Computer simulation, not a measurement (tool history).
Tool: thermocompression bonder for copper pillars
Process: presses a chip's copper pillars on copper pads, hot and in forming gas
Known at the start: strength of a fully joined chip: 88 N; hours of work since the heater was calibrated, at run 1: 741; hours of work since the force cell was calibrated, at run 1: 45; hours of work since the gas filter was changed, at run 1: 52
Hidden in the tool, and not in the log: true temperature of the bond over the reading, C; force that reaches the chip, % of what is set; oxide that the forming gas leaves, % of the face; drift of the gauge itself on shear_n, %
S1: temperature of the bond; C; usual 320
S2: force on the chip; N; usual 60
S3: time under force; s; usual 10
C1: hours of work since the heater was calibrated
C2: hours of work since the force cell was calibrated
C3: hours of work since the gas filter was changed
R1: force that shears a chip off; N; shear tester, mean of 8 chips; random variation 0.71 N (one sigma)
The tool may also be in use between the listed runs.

| run | hour | S1 | S2 | S3 | C1 | C2 | C3 | R1 |
|---|---|---|---|---|---|---|---|---|
| 1 | 0.0 | 320 | 60 | 10 | 741 | 45 | 52 | 60.1 |
| 2 | 8.2 | 320 | 60 | 10 | 744 | 49 | 56 | 62.2 |
| 3 | 16.3 | 320 | 60 | 10 | 748 | 52 | 59 | 60.5 |
| 4 | 29.5 | 320 | 60 | 10 | 754 | 58 | 65 | 62.1 |
| 5 | 40.1 | 320 | 60 | 5 | 759 | 63 | 70 | 51.4 |
| 6 | 52.9 | 320 | 60 | 27 | 764 | 69 | 76 | 72.4 |
| 7 | 63.3 | 320 | 53 | 10 | 769 | 73 | 80 | 58.4 |
| 8 | 74.4 | 320 | 60 | 10 | 774 | 78 | 85 | 61.2 |
| 9 | 85.9 | 320 | 60 | 8 | 779 | 84 | 90 | 56.8 |
| 10 | 100.9 | 320 | 60 | 10 | 786 | 90 | 97 | 61.0 |
| 11 | 115.2 | 320 | 60 | 10 | 792 | 97 | 104 | 59.6 |
|  | 116.7 | forming gas filter changed |
| 12 | 127.3 | 328 | 51 | 12 | 797 | 102 | 5 | 65.1 |
| 13 | 138.0 | 328 | 51 | 12 | 802 | 107 | 10 | 66.0 |
| 14 | 150.9 | 328 | 51 | 12 | 808 | 113 | 15 | 64.8 |
| 15 | 165.8 | 308 | 60 | 10 | 815 | 119 | 22 | 56.5 |
| 16 | 177.9 | 308 | 60 | 12 | 820 | 125 | 27 | 58.0 |
| 17 | 189.7 | 308 | 60 | 12 | 825 | 130 | 33 | 58.6 |
| 18 | 202.1 | 320 | 66 | 8 | 831 | 135 | 38 | 60.1 |
| 19 | 213.8 | 343 | 60 | 6 | 836 | 141 | 44 | 64.6 |
| 20 | 224.7 | 339 | 53 | 8 | 841 | 146 | 48 | 63.3 |

Forecast each of these 4 alternatives for the next run:
| A | 238.5 | 320 | 43 | 10 | 847 | 152 | 55 | ? |
| B | 238.5 | 325 | 60 | 8 | 847 | 152 | 55 | ? |
| C | 238.5 | 343 | 46 | 15 | 847 | 152 | 55 | ? |
| D | 238.5 | 320 | 72 | 10 | 847 | 152 | 55 | ? |

| run | R1 |
|---|---|
| A | 55.8 |
| B | 60.8 |
| C | 72.1 |
| D | 66.6 |
Without the tool's hidden state the same runs would have given:
| run | R1 |
|---|---|
| A | 52.7 |
| B | 57.9 |
| C | 70.0 |
| D | 63.8 |

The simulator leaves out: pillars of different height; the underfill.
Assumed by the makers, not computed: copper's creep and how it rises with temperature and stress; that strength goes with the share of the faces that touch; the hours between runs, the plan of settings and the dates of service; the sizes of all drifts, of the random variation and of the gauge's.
